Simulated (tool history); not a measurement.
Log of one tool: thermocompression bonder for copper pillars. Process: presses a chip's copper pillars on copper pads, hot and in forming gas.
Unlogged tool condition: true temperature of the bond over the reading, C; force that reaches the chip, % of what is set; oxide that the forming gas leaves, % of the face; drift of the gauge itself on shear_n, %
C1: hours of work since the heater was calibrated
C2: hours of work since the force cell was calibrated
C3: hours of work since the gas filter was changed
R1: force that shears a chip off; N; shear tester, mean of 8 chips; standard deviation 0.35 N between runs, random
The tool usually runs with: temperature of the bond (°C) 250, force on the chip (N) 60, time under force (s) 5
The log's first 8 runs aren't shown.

run 9 hour=64.2 | temperature_of_the_bond_(°C)=250 force_on_the_chip_(N)=60 time_under_force_(s)=10 | C1=280 C2=468 C3=332 | R1=99.6
run 10 hour=72.2 | temperature_of_the_bond_(°C)=261 force_on_the_chip_(N)=60 time_under_force_(s)=5 | C1=285 C2=473 C3=337 | R1=92.8
run 11 hour=80.6 | temperature_of_the_bond_(°C)=261 force_on_the_chip_(N)=49 time_under_force_(s)=5 | C1=290 C2=479 C3=342 | R1=86.2
run 12 hour=86.8 | temperature_of_the_bond_(°C)=261 force_on_the_chip_(N)=49 time_under_force_(s)=5 | C1=294 C2=483 C3=346 | R1=86.9
run 13 hour=96.9 | temperature_of_the_bond_(°C)=261 force_on_the_chip_(N)=49 time_under_force_(s)=5 | C1=300 C2=489 C3=353 | R1=86.7
run 14 hour=104.3 | temperature_of_the_bond_(°C)=261 force_on_the_chip_(N)=49 time_under_force_(s)=5 | C1=305 C2=493 C3=357 | R1=85.9
run 15 hour=111.5 | temperature_of_the_bond_(°C)=261 force_on_the_chip_(N)=49 time_under_force_(s)=5 | C1=309 C2=498 C3=362 | R1=86.1
run 16 hour=118.2 | temperature_of_the_bond_(°C)=250 force_on_the_chip_(N)=60 time_under_force_(s)=5 | C1=313 C2=502 C3=366 | R1=85.1
run 17 hour=127.0 | temperature_of_the_bond_(°C)=250 force_on_the_chip_(N)=43 time_under_force_(s)=5 | C1=319 C2=508 C3=371 | R1=73.5
run 18 hour=133.0 | temperature_of_the_bond_(°C)=250 force_on_the_chip_(N)=60 time_under_force_(s)=5 | C1=323 C2=511 C3=375 | R1=85.4
run 19 hour=139.3 | temperature_of_the_bond_(°C)=250 force_on_the_chip_(N)=60 time_under_force_(s)=5 | C1=327 C2=515 C3=379 | R1=85.0
run 20 hour=148.5 | temperature_of_the_bond_(°C)=250 force_on_the_chip_(N)=60 time_under_force_(s)=5 | C1=332 C2=521 C3=385 | R1=85.2
run 21 hour=158.1 | temperature_of_the_bond_(°C)=250 force_on_the_chip_(N)=60 time_under_force_(s)=5 | C1=338 C2=527 C3=391 | R1=85.1

What will run 22 give?
run 22 hour=169.0 | temperature_of_the_bond_(°C)=250 force_on_the_chip_(N)=59 time_under_force_(s)=5 | C1=345 C2=534 C3=398 | R1=?

{"run 22": {"R1": 84.1}}
If the tool had no hidden condition, the same run with the same run-to-run variation would have returned R1 84.3 N.

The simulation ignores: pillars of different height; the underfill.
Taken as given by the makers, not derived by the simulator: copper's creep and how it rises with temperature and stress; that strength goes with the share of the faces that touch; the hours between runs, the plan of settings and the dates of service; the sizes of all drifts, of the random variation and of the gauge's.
